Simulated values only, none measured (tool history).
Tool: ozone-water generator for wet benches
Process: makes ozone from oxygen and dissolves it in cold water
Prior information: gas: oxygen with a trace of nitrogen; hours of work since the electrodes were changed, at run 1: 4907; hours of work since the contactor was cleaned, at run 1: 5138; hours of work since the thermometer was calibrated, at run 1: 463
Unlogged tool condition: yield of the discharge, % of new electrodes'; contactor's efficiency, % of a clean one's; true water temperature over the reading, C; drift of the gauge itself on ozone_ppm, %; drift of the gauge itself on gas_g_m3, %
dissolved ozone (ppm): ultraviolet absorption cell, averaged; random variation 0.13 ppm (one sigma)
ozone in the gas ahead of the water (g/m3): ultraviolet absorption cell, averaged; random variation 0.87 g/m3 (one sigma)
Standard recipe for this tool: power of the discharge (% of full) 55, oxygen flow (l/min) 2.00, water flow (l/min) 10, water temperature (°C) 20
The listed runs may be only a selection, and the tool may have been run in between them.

| run | hour | power of the discharge (% of full) | oxygen flow (l/min) | water flow (l/min) | water temperature (°C) | hours of work since the electrodes were changed | hours of work since the contactor was cleaned | hours of work since the thermometer was calibrated | dissolved ozone (ppm) | ozone in the gas ahead of the water (g/m3) |
|---|---|---|---|---|---|---|---|---|---|---|
| 1 | 0.0 | 55 | 2.00 | 10 | 20 | 4907 | 5138 | 463 | 12.2 | 125.1 |
| 2 | 138.0 | 55 | 2.00 | 10 | 20 | 5026 | 5258 | 582 | 12.3 | 125.9 |
|  | 174.1 | contactor cleaned |
| 3 | 251.2 | 55 | 2.00 | 10 | 20 | 5121 | 67 | 677 | 12.9 | 127.3 |
| 4 | 345.3 | 55 | 2.00 | 10 | 20 | 5202 | 148 | 758 | 12.8 | 125.4 |
| 5 | 492.6 | 55 | 2.00 | 10 | 20 | 5330 | 276 | 886 | 12.7 | 124.9 |
| 6 | 648.0 | 55 | 2.00 | 10 | 20 | 5465 | 411 | 1020 | 12.6 | 123.0 |
| 7 | 822.4 | 55 | 2.00 | 10 | 20 | 5616 | 562 | 1172 | 12.4 | 123.1 |
| 8 | 925.2 | 55 | 2.00 | 10 | 20 | 5705 | 651 | 1261 | 12.6 | 123.3 |
| 9 | 1093.8 | 55 | 2.00 | 10 | 20 | 5851 | 797 | 1407 | 12.1 | 122.7 |
| 10 | 1204.3 | 55 | 2.00 | 10 | 20 | 5947 | 892 | 1502 | 12.3 | 123.4 |
| 11 | 1371.1 | 55 | 2.00 | 10 | 20 | 6091 | 1037 | 1647 | 12.0 | 122.4 |
| 12 | 1565.2 | 55 | 2.13 | 10 | 20 | 6259 | 1205 | 1815 | 12.4 | 118.1 |
| 13 | 1709.2 | 55 | 2.13 | 10 | 20 | 6384 | 1330 | 1940 | 12.0 | 118.1 |
| 14 | 1890.2 | 65 | 3.33 | 12 | 12 | 6541 | 1487 | 2096 | 14.0 | 107.5 |
| 15 | 2039.4 | 65 | 3.33 | 12 | 12 | 6670 | 1616 | 2226 | 14.0 | 108.3 |
| 16 | 2127.9 | 50 | 1.85 | 12 | 13 | 6747 | 1692 | 2302 | 10.1 | 116.5 |
| 17 | 2277.8 | 51 | 1.77 | 10 | 20 | 6877 | 1822 | 2432 | 11.1 | 120.0 |
| 18 | 2413.0 | 51 | 1.77 | 10 | 20 | 6994 | 1939 | 2549 | 10.9 | 118.4 |
| 19 | 2583.9 | 76 | 1.77 | 12 | 20 | 7142 | 2088 | 2697 | 12.4 | 155.2 |
| 20 | 2689.8 | 76 | 1.11 | 12 | 21 | 7233 | 2179 | 2789 | 10.7 | 188.2 |
| 21 | 2856.0 | 76 | 1.11 | 12 | 21 | 7377 | 2323 | 2933 | 10.6 | 188.0 |
| 22 | 3037.6 | 46 | 2.00 | 10 | 20 | 7535 | 2481 | 3090 | 10.3 | 104.9 |
| 23 | 3187.0 | 46 | 2.00 | 10 | 20 | 7664 | 2610 | 3220 | 10.2 | 103.5 |
| 24 | 3368.6 | 55 | 2.00 | 10 | 18 | 7821 | 2767 | 3377 | 11.8 | 117.3 |
| 25 | 3482.7 | 55 | 2.00 | 10 | 18 | 7920 | 2866 | 3476 | 11.8 | 115.0 |

Hidden state or all else? Some run-to-run changes of dissolved ozone (ppm), split into what the settings, what came in and random variation would give without the hidden state, and what is left for the hidden state (with any gauge scatter that isn't in both results):
Run 13 -> 14: power of the discharge (% of full) 55 -> 65, oxygen flow (l/min) 2.13 -> 3.33, water flow (l/min) 10 -> 12, water temperature (°C) 20 -> 12. dissolved ozone (ppm) +2.0: hidden state -0.8, all else +2.8.
Run 15 -> 16: power of the discharge (% of full) 65 -> 50, oxygen flow (l/min) 3.33 -> 1.85, water temperature (°C) 12 -> 13. dissolved ozone (ppm) -3.9: hidden state +1.4, all else -5.3.
Run 18 -> 19: power of the discharge (% of full) 51 -> 76, water flow (l/min) 10 -> 12. dissolved ozone (ppm) +1.5: hidden state -1.4, all else +2.9.

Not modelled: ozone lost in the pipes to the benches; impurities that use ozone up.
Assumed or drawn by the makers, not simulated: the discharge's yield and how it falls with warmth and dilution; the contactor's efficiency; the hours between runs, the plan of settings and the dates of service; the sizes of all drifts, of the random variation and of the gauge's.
